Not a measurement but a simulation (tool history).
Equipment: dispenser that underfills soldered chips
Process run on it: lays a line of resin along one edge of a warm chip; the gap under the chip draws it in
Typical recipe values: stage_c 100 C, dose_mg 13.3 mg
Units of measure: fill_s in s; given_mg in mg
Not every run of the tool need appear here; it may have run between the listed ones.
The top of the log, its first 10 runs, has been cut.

| run | day | stage_c | dose_mg | hours of work since the syringe was changed | hours of work since the valve was cleaned | hours of work since the stage was calibrated | fill_s | given_mg |
|---|---|---|---|---|---|---|---|---|
| 11 | 4.533 | 100 | 13.3 | 9 | 131 | 263 | 186.9 | 11.7 |
|  | 4.688 | new syringe of resin |
| 12 | 4.829 | 100 | 13.3 | 2 | 135 | 267 | 110.7 | 11.66 |
| 13 | 5.292 | 100 | 13.3 | 9 | 142 | 274 | 192.1 | 11.6 |
|  | 5.362 | dispensing valve cleaned and set on the balance |
|  | 5.471 | new syringe of resin |
| 14 | 5.746 | 100 | 13.3 | 4 | 6 | 280 | 123.8 | 13.26 |
| 15 | 5.996 | 100 | 13.3 | 8 | 9 | 284 | 164.3 | 13.23 |
|  | 6.221 | new syringe of resin |
| 16 | 6.421 | 100 | 13.3 | 3 | 16 | 291 | 115.4 | 13.22 |
| 17 | 6.775 | 100 | 13.3 | 8 | 21 | 296 | 172.4 | 13.05 |
|  | 6.95 | new syringe of resin |
| 18 | 7.196 | 104 | 13.3 | 4 | 27 | 302 | 109.6 | 12.97 |
| 19 | 7.592 | 114 | 16.5 | 10 | 34 | 308 | 127.7 | 15.99 |
|  | 7.696 | new syringe of resin |
| 20 | 7.842 | 106 | 11.5 | 2 | 37 | 312 | 93.4 | 11.14 |
| 21 | 8.329 | 106 | 11.5 | 10 | 45 | 319 | 167.3 | 11 |
|  | 8.45 | new syringe of resin |
| 22 | 8.767 | 106 | 11.5 | 5 | 51 | 326 | 113.9 | 11.09 |
| 23 | 9.046 | 106 | 11.5 | 9 | 55 | 330 | 158.6 | 11 |
|  | 9.2 | new syringe of resin |
| 24 | 9.3 | 106 | 11.5 | 2 | 59 | 334 | 87.9 | 10.84 |
| 25 | 9.792 | 99 | 11.4 | 9 | 67 | 341 | 196.5 | 10.76 |
|  | 9.942 | new syringe of resin |
| 26 | 10.296 | 99 | 11.4 | 5 | 74 | 349 | 151.2 | 10.66 |
|  | 10.708 | new syringe of resin |
| 27 | 10.804 | 99 | 11.4 | 1 | 82 | 357 | 108.1 | 10.63 |
| 28 | 11.217 | 115 | 14.9 | 8 | 88 | 363 | 108.5 | 13.53 |
|  | 11.442 | new syringe of resin |
| 29 | 11.754 | 112 | 13.3 | 5 | 96 | 371 | 95.1 | 12.16 |
|  | 12.179 | new syringe of resin |
| 30 | 12.179 | 112 | 13.3 | 0 | 102 | 377 | 65.5 | 12.06 |
| 31 | 12.621 | 112 | 13.3 | 7 | 109 | 384 | 110.8 | 11.97 |
|  | 12.912 | new syringe of resin |
| 32 | 13.108 | 111 | 11.6 | 3 | 116 | 391 | 91.2 | 10.38 |
| 33 | 13.512 | 112 | 16.2 | 9 | 123 | 397 | 135.4 | 14.43 |
|  | 13.654 | new syringe of resin |
| 34 | 13.883 | 95 | 17.2 | 4 | 128 | 403 | 141.1 | 15.16 |
| 35 | 14.167 | 100 | 15.2 | 8 | 132 | 407 | 172.6 | 13.54 |

Predict each of these 4 candidate next runs independently; none follows another, all start after run 35:
|  | 14.388 | new syringe of resin |
| A | 14.758 | 100 | 12.9 | 6 | 141 | 416 | ? | ? |
|  | 14.388 | new syringe of resin |
| B | 14.758 | 100 | 15.9 | 6 | 141 | 416 | ? | ? |
|  | 14.388 | new syringe of resin |
| C | 14.758 | 110 | 14.2 | 6 | 141 | 416 | ? | ? |
|  | 14.388 | new syringe of resin |
| D | 14.758 | 102 | 16.7 | 6 | 141 | 416 | ? | ? |

| run | fill_s | given_mg |
|---|---|---|
| A | 150.2 | 11.34 |
| B | 145.3 | 13.69 |
| C | 109.6 | 12.4 |
| D | 134.4 | 14.46 |
What these runs would have given with no unlogged condition in the tool:
| run | fill_s | given_mg |
|---|---|---|
| A | 85.7 | 13 |
| B | 85 | 15.7 |
| C | 63.6 | 14.23 |
| D | 78.5 | 16.57 |
